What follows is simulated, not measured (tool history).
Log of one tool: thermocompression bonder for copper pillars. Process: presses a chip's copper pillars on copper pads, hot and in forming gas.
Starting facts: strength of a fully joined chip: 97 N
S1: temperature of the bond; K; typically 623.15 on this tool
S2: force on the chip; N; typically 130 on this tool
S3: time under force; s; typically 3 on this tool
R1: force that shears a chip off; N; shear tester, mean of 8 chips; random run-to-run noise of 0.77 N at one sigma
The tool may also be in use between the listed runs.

run 1 hour=0 | S1=623.15 S2=130 S3=3 | R1=57
-- hour=10.9 forming gas filter changed
run 2 hour=32.9 | S1=623.15 S2=130 S3=3 | R1=65.1
run 3 hour=69.7 | S1=623.15 S2=130 S3=2 | R1=57.2
run 4 hour=96.6 | S1=623.15 S2=130 S3=2 | R1=58.4
run 5 hour=126.4 | S1=623.15 S2=166 S3=3 | R1=71.8
run 6 hour=157.6 | S1=623.15 S2=166 S3=3 | R1=70.9
run 7 hour=183.7 | S1=623.15 S2=166 S3=3 | R1=69.4
run 8 hour=216.3 | S1=623.15 S2=166 S3=4 | R1=74.1
run 9 hour=238.5 | S1=623.15 S2=166 S3=4 | R1=72.1
-- hour=251.7 heater calibrated with a thermocouple chip
run 10 hour=262.3 | S1=623.15 S2=166 S3=4 | R1=76.7
run 11 hour=292.3 | S1=623.15 S2=130 S3=3 | R1=65.4
run 12 hour=338.3 | S1=623.15 S2=179 S3=3 | R1=72.9
run 13 hour=362.2 | S1=623.15 S2=179 S3=3 | R1=74.8
-- hour=384.4 forming gas filter changed
run 14 hour=406.1 | S1=623.15 S2=179 S3=3 | R1=82.7
-- hour=432.6 heater calibrated with a thermocouple chip, once more
run 15 hour=447.4 | S1=623.15 S2=166 S3=3 | R1=67.6
run 16 hour=485.2 | S1=623.15 S2=166 S3=3 | R1=67.3
run 17 hour=524.1 | S1=623.15 S2=130 S3=3 | R1=58.6
run 18 hour=564.3 | S1=623.15 S2=142 S3=3 | R1=60
run 19 hour=589.6 | S1=623.15 S2=142 S3=3 | R1=58.7
run 20 hour=620.1 | S1=623.15 S2=130 S3=3 | R1=56.5
run 21 hour=645.3 | S1=623.15 S2=130 S3=3 | R1=58.1
run 22 hour=665.9 | S1=646.15 S2=82 S3=2 | R1=49.8
run 23 hour=690.5 | S1=596.15 S2=125 S3=5 | R1=50.3
run 24 hour=734 | S1=596.15 S2=125 S3=5 | R1=49.8
-- hour=759.9 forming gas filter changed
run 25 hour=759.9 | S1=623.15 S2=139 S3=9 | R1=82.3
run 26 hour=793.6 | S1=627.15 S2=139 S3=9 | R1=84
run 27 hour=837.8 | S1=627.15 S2=139 S3=9 | R1=81.9
run 28 hour=857.5 | S1=627.15 S2=139 S3=9 | R1=83
run 29 hour=901.3 | S1=624.15 S2=87 S3=4 | R1=54.9
run 30 hour=948.8 | S1=624.15 S2=87 S3=4 | R1=54.6
run 31 hour=978.8 | S1=626.15 S2=81 S3=5 | R1=55.6
run 32 hour=1017.9 | S1=632.15 S2=86 S3=3 | R1=53.1
run 33 hour=1040.5 | S1=611.15 S2=130 S3=7 | R1=67.8
run 34 hour=1074.2 | S1=614.15 S2=130 S3=4 | R1=60.4
run 35 hour=1106.1 | S1=607.15 S2=130 S3=4 | R1=55.7
-- hour=1133.7 forming gas filter changed
run 36 hour=1149.7 | S1=607.15 S2=130 S3=4 | R1=62.4
run 37 hour=1197.9 | S1=607.15 S2=96 S3=4 | R1=54.3
run 38 hour=1225.2 | S1=644.15 S2=147 S3=6 | R1=84.8
-- hour=1260 force cell calibrated
run 39 hour=1272.8 | S1=600.15 S2=184 S3=6 | R1=71
run 40 hour=1297.6 | S1=635.15 S2=151 S3=3 | R1=73.9

Each row is a separate what-if for the run after 40, all from the same tool condition, not one after another. Results?
-- hour=1324.7 heater calibrated with a thermocouple chip
run A hour=1342.9 | S1=624.15 S2=154 S3=3 | R1=?
-- hour=1324.7 heater calibrated with a thermocouple chip
run B hour=1342.9 | S1=599.15 S2=130 S3=2 | R1=?
-- hour=1324.7 heater calibrated with a thermocouple chip
run C hour=1342.9 | S1=616.15 S2=170 S3=3 | R1=?

run=A R1=61.1
run=B R1=36.2
run=C R1=59.6
Take away the tool's hidden state, keep each run's random variation, and the runs would have read:
run=A R1=65
run=B R1=38.5
run=C R1=63.5
